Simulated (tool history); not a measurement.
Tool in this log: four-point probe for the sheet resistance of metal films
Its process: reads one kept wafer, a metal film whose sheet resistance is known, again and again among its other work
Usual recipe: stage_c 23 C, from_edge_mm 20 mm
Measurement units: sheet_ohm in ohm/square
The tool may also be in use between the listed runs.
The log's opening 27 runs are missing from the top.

Run 28, hour 1166.2: usual settings but stage_c 18 C, from_edge_mm 6 mm. Result: sheet_ohm 0.096191 ohm/square.
Run 29, hour 1201.9: usual settings but stage_c 20 C, from_edge_mm 22 mm. Result: sheet_ohm 0.094061 ohm/square.
Run 30, hour 1262.9: usual settings but stage_c 26 C, from_edge_mm 22 mm. Result: sheet_ohm 0.093707 ohm/square.
Run 31, hour 1290.3: usual settings but from_edge_mm 4 mm. Result: sheet_ohm 0.098508 ohm/square.
Run 32, hour 1322.6: usual settings but stage_c 18 C, from_edge_mm 33 mm. Result: sheet_ohm 0.094022 ohm/square.
Run 33, hour 1356.4: usual settings but stage_c 33 C, from_edge_mm 38 mm. Result: sheet_ohm 0.093218 ohm/square.
Run 34, hour 1406.3: usual settings but stage_c 19 C, from_edge_mm 5 mm. Result: sheet_ohm 0.097092 ohm/square.
Run 35, hour 1459.7: usual settings but stage_c 25 C, from_edge_mm 5 mm. Result: sheet_ohm 0.096750 ohm/square.
Run 36, hour 1496.7: usual settings but stage_c 30 C, from_edge_mm 22 mm. Result: sheet_ohm 0.093518 ohm/square.
Run 37, hour 1539.0: usual settings but stage_c 30 C, from_edge_mm 22 mm. Result: sheet_ohm 0.093487 ohm/square.
Run 38, hour 1595.7: usual settings but stage_c 34 C, from_edge_mm 3 mm. Result: sheet_ohm 0.101300 ohm/square.
Run 39, hour 1646.3: usual settings but stage_c 34 C, from_edge_mm 5 mm. Result: sheet_ohm 0.096249 ohm/square.
Run 40, hour 1677.6: usual settings but stage_c 19 C, from_edge_mm 36 mm. Result: sheet_ohm 0.094011 ohm/square.
Run 41, hour 1703.3: usual settings but stage_c 32 C, from_edge_mm 5 mm. Result: sheet_ohm 0.096419 ohm/square.
Run 42, hour 1735.4: usual settings but stage_c 32 C, from_edge_mm 6 mm. Result: sheet_ohm 0.095463 ohm/square.
Run 43, hour 1769.6: usual settings but stage_c 20 C. Result: sheet_ohm 0.094080 ohm/square.
Run 44, hour 1812.9: usual settings but stage_c 20 C. Result: sheet_ohm 0.094114 ohm/square.
Run 45, hour 1866.9: usual settings but stage_c 25 C, from_edge_mm 21 mm. Result: sheet_ohm 0.093779 ohm/square.
Run 46, hour 1916.7: usual settings but stage_c 18 C, from_edge_mm 73 mm. Result: sheet_ohm 0.094013 ohm/square.

Below are 3 alternative next runs, each starting from the tool's condition after run 46. Predict each:
Run A, hour 1952.5: usual settings but stage_c 26 C, from_edge_mm 33 mm. Result: sheet_ohm ?.
Run B, hour 1952.5: usual settings but stage_c 20 C, from_edge_mm 22 mm. Result: sheet_ohm ?.
Run C, hour 1952.5: usual settings but stage_c 35 C. Result: sheet_ohm ?.

run  sheet_ohm
  A   0.093606
  B   0.094003
  C   0.093329
With the hidden condition removed and each run's random variation left untouched, the same runs would have given:
run  sheet_ohm
  A   0.093592
  B   0.093990
  C   0.093315
